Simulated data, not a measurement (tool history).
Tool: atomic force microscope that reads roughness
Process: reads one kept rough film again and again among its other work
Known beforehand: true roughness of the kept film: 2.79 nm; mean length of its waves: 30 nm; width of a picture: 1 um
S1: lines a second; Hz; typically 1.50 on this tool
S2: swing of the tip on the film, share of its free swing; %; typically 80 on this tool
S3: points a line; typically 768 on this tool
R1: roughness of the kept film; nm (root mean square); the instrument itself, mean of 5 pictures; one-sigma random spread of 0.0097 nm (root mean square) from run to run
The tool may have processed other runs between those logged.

run   hour    S1  S2   S3     R1
  1    0.0  1.50  80  768  2.035
  2   14.7  1.50  80  768  2.012
  3   32.7  1.50  80  768  1.983
  4   42.1  1.50  80  768  1.961
      56.5  -- new tip fitted
  5   64.5  1.50  80  768  2.169
  6   86.8  1.50  80  768  2.121
  7   96.3  1.50  80  768  2.099
  8  107.3  1.50  80  726  2.082
  9  125.8  1.50  80  726  2.037
 10  139.0  1.50  80  768  2.020
 11  160.5  1.50  80  765  1.953
 12  176.1  1.50  80  748  1.935
     183.2  -- new tip fitted
 13  192.8  1.50  80  748  2.197
 14  210.1  3.25  80  768  1.852
 15  227.1  3.25  80  768  1.819
 16  243.2  1.51  62  262  2.266
 17  263.0  1.51  62  262  2.182
 18  282.6  2.02  81  804  1.874
 19  302.4  2.62  81  804  1.750
     311.1  -- new tip fitted
 20  324.6  2.62  81  804  1.947
 21  335.7  1.11  84  768  2.186
 22  347.2  0.69  58  324  2.424

Here are 3 independent what-if runs from the current tool condition. What would each one return?
  A  366.1  3.20  80  637   ?
  B  366.1  0.61  80  768   ?
  C  366.1  0.69  67  324   ?

run     R1
  A  1.808
  B  2.271
  C  2.318
Had the tool no hidden state, the same runs would have come out as:
run     R1
  A  1.912
  B  2.401
  C  2.452

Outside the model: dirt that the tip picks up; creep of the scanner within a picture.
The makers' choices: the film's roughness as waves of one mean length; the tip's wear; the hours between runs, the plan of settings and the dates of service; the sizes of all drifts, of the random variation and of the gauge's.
